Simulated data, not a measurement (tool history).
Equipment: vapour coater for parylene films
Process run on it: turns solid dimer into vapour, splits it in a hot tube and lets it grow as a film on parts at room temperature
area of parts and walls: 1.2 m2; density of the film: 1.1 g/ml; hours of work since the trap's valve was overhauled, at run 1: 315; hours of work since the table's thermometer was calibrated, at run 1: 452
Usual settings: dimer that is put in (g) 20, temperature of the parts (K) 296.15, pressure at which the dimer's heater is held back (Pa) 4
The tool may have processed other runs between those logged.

run,hour,dimer that is put in (g),temperature of the parts (K),pressure at which the dimer's heater is held back (Pa),hours of work since the trap's valve was overhauled,hours of work since the table's thermometer was calibrated,thickness of the film (nm)
1,0,20,296.15,4,315,452,8640
# hour 13.2: trap's valve overhauled
2,36.1,20,296.15,3.67,12,468,8850
3,63.1,20,296.15,3.67,25,482,8900
4,95.3,20,296.15,3.67,42,498,8870
5,120.7,35,296.15,4,55,511,15460
6,158.2,35,296.15,4,74,530,15050
7,192.2,34,308.15,3.06,91,548,10590
8,228.2,10,302.15,4.86,109,566,3460
9,254.6,11,296.15,8.44,123,579,4170
10,284.1,11,296.15,8.44,138,594,4150
11,317.3,16,291.15,4.74,155,611,7970
12,351.7,22,293.15,2.26,172,629,11610

Forecast each of these 4 alternatives for the next run:
A,377.2,28,308.15,4,185,642,?
B,377.2,20,290.15,4,185,642,?
C,377.2,22,293.15,8.02,185,642,?
D,377.2,20,298.15,8.84,185,642,?

run,thickness of the film (nm)
A,8550
B,10580
C,9280
D,6970
The same runs, with their run-to-run variation unchanged, on a tool lacking any hidden condition would have given:
run,thickness of the film (nm)
A,8560
B,10590
C,9290
D,6980
